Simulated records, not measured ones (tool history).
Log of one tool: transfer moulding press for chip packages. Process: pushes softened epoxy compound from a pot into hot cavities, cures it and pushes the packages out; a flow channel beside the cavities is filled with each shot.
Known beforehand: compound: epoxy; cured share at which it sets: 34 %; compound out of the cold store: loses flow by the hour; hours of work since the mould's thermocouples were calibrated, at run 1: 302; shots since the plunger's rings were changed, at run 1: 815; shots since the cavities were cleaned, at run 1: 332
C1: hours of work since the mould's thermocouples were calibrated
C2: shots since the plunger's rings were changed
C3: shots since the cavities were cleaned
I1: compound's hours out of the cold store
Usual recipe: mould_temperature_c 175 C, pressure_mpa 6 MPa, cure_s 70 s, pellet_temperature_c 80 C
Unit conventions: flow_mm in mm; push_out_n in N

run 1 hour=0 | mould_temperature_c=175 pressure_mpa=6 cure_s=70 pellet_temperature_c=80 | C1=302 C2=815 C3=332 | I1=25.1 | flow_mm=508 push_out_n=342
-- hour=16.1 cavities cleaned with cleaning compound and waxed
run 2 hour=41.8 | mould_temperature_c=175 pressure_mpa=4.72 cure_s=70 pellet_temperature_c=80 | C1=320 C2=1249 C3=276 | I1=42.5 | flow_mm=418 push_out_n=304
-- hour=64.6 cavities cleaned with cleaning compound and waxed
run 3 hour=85.1 | mould_temperature_c=175 pressure_mpa=4.72 cure_s=70 pellet_temperature_c=88 | C1=339 C2=1700 C3=221 | I1=30.1 | flow_mm=436 push_out_n=300
-- hour=111.2 cavities cleaned with cleaning compound and waxed
run 4 hour=128.9 | mould_temperature_c=175 pressure_mpa=6 cure_s=70 pellet_temperature_c=80 | C1=358 C2=2156 C3=190 | I1=29.9 | flow_mm=494 push_out_n=327
-- hour=160.5 cavities cleaned with cleaning compound and waxed
run 5 hour=169 | mould_temperature_c=175 pressure_mpa=6 cure_s=70 pellet_temperature_c=85 | C1=376 C2=2572 C3=91 | I1=19.3 | flow_mm=515 push_out_n=339
run 6 hour=195.6 | mould_temperature_c=175 pressure_mpa=6 cure_s=70 pellet_temperature_c=85 | C1=388 C2=2859 C3=378 | I1=23.7 | flow_mm=506 push_out_n=323
-- hour=208.9 cavities cleaned with cleaning compound and waxed
run 7 hour=215.2 | mould_temperature_c=175 pressure_mpa=6 cure_s=70 pellet_temperature_c=85 | C1=396 C2=3054 C3=68 | I1=31.4 | flow_mm=488 push_out_n=326
run 8 hour=241.8 | mould_temperature_c=175 pressure_mpa=6 cure_s=70 pellet_temperature_c=85 | C1=408 C2=3342 C3=356 | I1=32.8 | flow_mm=492 push_out_n=309
-- hour=256.3 cavities cleaned with cleaning compound and waxed
run 9 hour=268.5 | mould_temperature_c=175 pressure_mpa=6 cure_s=70 pellet_temperature_c=85 | C1=419 C2=3613 C3=132 | I1=33.7 | flow_mm=486 push_out_n=315
run 10 hour=291 | mould_temperature_c=175 pressure_mpa=6 cure_s=70 pellet_temperature_c=85 | C1=429 C2=3855 C3=374 | I1=39.7 | flow_mm=477 push_out_n=329
-- hour=304.1 cavities cleaned with cleaning compound and waxed
run 11 hour=316.1 | mould_temperature_c=175 pressure_mpa=6 cure_s=70 pellet_temperature_c=85 | C1=440 C2=4110 C3=130 | I1=10.4 | flow_mm=534 push_out_n=333
run 12 hour=342.7 | mould_temperature_c=175 pressure_mpa=5.56 cure_s=70 pellet_temperature_c=80 | C1=452 C2=4397 C3=417 | I1=21.2 | flow_mm=495 push_out_n=347
-- hour=352.4 mould's thermocouples calibrated
-- hour=353.9 cavities cleaned with cleaning compound and waxed
-- hour=369.8 plunger's sealing rings changed
run 13 hour=371.2 | mould_temperature_c=175 pressure_mpa=6 cure_s=70 pellet_temperature_c=80 | C1=7 C2=14 C3=159 | I1=46.7 | flow_mm=464 push_out_n=318
-- hour=403.5 cavities cleaned with cleaning compound and waxed
run 14 hour=403.5 | mould_temperature_c=175 pressure_mpa=6 cure_s=70 pellet_temperature_c=80 | C1=21 C2=347 C3=0 | I1=40.9 | flow_mm=477 push_out_n=317
run 15 hour=428.6 | mould_temperature_c=175 pressure_mpa=6 cure_s=70 pellet_temperature_c=80 | C1=32 C2=617 C3=270 | I1=43.3 | flow_mm=470 push_out_n=322
-- hour=451.1 cavities cleaned with cleaning compound and waxed
run 16 hour=460.4 | mould_temperature_c=175 pressure_mpa=6.49 cure_s=70 pellet_temperature_c=85 | C1=46 C2=944 C3=101 | I1=46.3 | flow_mm=487 push_out_n=313
-- hour=500.2 cavities cleaned with cleaning compound and waxed
run 17 hour=501.6 | mould_temperature_c=175 pressure_mpa=6.49 cure_s=70 pellet_temperature_c=88 | C1=64 C2=1372 C3=15 | I1=12.2 | flow_mm=559 push_out_n=324
run 18 hour=522 | mould_temperature_c=176 pressure_mpa=7.27 cure_s=85 pellet_temperature_c=78 | C1=73 C2=1592 C3=235 | I1=43.2 | flow_mm=516 push_out_n=236
-- hour=546.5 cavities cleaned with cleaning compound and waxed
run 19 hour=564.5 | mould_temperature_c=180 pressure_mpa=7.27 cure_s=60 pellet_temperature_c=78 | C1=91 C2=2034 C3=194 | I1=23.2 | flow_mm=552 push_out_n=372
-- hour=594.4 cavities cleaned with cleaning compound and waxed
run 20 hour=600 | mould_temperature_c=180 pressure_mpa=7.27 cure_s=60 pellet_temperature_c=78 | C1=107 C2=2401 C3=60 | I1=43.4 | flow_mm=512 push_out_n=345

Run 21 is up next; what results do you expect?
run 21 hour=625.2 | mould_temperature_c=177 pressure_mpa=6.29 cure_s=60 pellet_temperature_c=80 | C1=118 C2=2673 C3=332 | I1=30.9 | flow_mm=? push_out_n=?

Run 21 gave flow_mm 501 mm, push_out_n 437 N.
On a tool with no hidden condition, and with the same random variation, this run would have come out at flow_mm 502 mm, push_out_n 434 N.

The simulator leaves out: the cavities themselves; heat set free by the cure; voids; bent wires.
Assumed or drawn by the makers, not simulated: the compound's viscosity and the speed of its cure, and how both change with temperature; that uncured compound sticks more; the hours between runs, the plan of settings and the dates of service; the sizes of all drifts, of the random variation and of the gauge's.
